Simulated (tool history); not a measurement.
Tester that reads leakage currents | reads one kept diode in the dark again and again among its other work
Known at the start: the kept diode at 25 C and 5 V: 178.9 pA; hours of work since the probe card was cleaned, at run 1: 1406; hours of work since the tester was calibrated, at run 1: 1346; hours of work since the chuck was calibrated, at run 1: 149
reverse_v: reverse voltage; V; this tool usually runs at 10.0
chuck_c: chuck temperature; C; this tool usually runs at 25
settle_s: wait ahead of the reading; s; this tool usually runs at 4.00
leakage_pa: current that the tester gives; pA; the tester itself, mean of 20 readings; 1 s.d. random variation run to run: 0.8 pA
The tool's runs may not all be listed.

run,day,reverse_v,chuck_c,settle_s,hours of work since the probe card was cleaned,hours of work since the tester was calibrated,hours of work since the chuck was calibrated,leakage_pa
1,0.000,10.0,25,4.00,1406,1346,149,267.20
2,1.642,10.0,25,4.00,1430,1370,173,266.40
3,3.488,10.0,51,4.00,1457,1397,200,1510.10
4,6.025,10.0,25,1.22,1494,1434,237,266.60
5,7.967,10.0,25,1.22,1522,1462,265,268.80
6,10.112,10.0,25,1.22,1553,1494,297,266.49
7,12.854,10.0,25,1.22,1593,1534,337,267.54
8,14.471,5.9,25,4.00,1617,1557,360,197.84
9,16.683,13.1,39,0.42,1649,1590,392,820.22
10,18.567,2.4,55,0.42,1677,1617,420,853.18
11,20.775,4.3,25,4.00,1709,1649,452,164.40
12,22.838,10.0,44,6.76,1739,1679,482,977.54
13,25.125,1.5,44,3.68,1772,1713,515,328.18

What if the next run were any one of these 5? Each begins from the tool's condition after run 13:
A,26.883,6.0,55,1.47,1798,1738,541,?
B,26.883,12.9,35,1.49,1798,1738,541,?
C,26.883,8.4,26,0.41,1798,1738,541,?
D,26.883,11.5,22,2.83,1798,1738,541,?
E,26.883,1.5,44,0.68,1798,1738,541,?

run,leakage_pa
A,1444.39
B,619.11
C,260.78
D,231.68
E,330.67
Had the tool no hidden state, the same runs would have come out as:
run,leakage_pa
A,1442.54
B,618.14
C,260.32
D,231.23
E,330.22
